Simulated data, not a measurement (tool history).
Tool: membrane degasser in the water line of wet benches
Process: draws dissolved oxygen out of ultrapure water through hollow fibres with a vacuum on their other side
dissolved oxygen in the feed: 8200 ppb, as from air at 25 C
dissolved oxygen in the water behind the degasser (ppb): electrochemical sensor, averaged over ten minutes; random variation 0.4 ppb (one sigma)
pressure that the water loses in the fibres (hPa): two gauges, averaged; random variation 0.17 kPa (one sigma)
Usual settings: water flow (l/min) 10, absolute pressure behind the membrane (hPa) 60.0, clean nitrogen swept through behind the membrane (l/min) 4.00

run	hour	water flow (l/min)	absolute pressure behind the membrane (hPa)	clean nitrogen swept through behind the membrane (l/min)	dissolved oxygen in the water behind the degasser (ppb)	pressure that the water loses in the fibres (hPa)
1	0.0	10	60.0	4.00	32.0	374.3
2	99.2	10	60.0	4.00	32.0	376.4
3	202.8	10	60.0	4.00	32.6	373.0
4	268.0	10	60.0	4.00	32.2	378.2
5	369.8	10	38.3	4.00	18.9	374.7
6	418.3	10	60.0	4.00	31.3	375.1
7	525.3	10	60.0	4.00	32.2	373.3
8	633.6	10	60.0	4.00	32.7	377.0
9	723.5	10	60.0	4.00	32.5	376.6
10	818.8	10	60.0	4.00	32.9	376.4
11	878.0	10	60.0	4.00	32.7	378.6
12	958.7	10	60.0	4.00	32.8	376.7
13	1020.4	10	60.0	4.00	34.0	377.2
14	1139.8	10	60.0	4.00	33.8	377.5
15	1190.3	10	60.0	4.00	33.5	379.1
16	1254.7	10	61.2	4.00	33.9	377.0
17	1339.1	10	78.5	4.00	45.9	378.2
18	1440.8	11	78.5	3.04	61.9	415.3
19	1520.8	11	78.5	3.04	62.5	416.0
20	1586.9	11	76.0	2.68	65.2	416.4
# hour 1616.3: vacuum gauge calibrated
21	1680.7	8	72.0	2.68	42.8	303.5
22	1785.5	8	72.0	2.68	42.3	303.8
# hour 1811.5: vacuum gauge calibrated, once more
23	1879.1	8	72.0	2.68	38.5	302.1
24	1960.6	15	60.0	11.31	40.8	569.1
25	2057.2	15	60.0	11.31	41.0	568.2
26	2126.3	9	54.6	5.55	20.7	341.4
27	2237.3	9	54.6	5.55	20.7	345.7
28	2351.9	13	55.9	7.70	34.1	495.0

The next listed run, before its measurement:
29	2404.7	8	60.0	8.45	?	?

Run 29 gave dissolved oxygen in the water behind the degasser (ppb) 15.6, pressure that the water loses in the fibres (hPa) 307.4.
Without the tool's hidden state the same run would have given dissolved oxygen in the water behind the degasser (ppb) 12.3, pressure that the water loses in the fibres (hPa) 289.3.
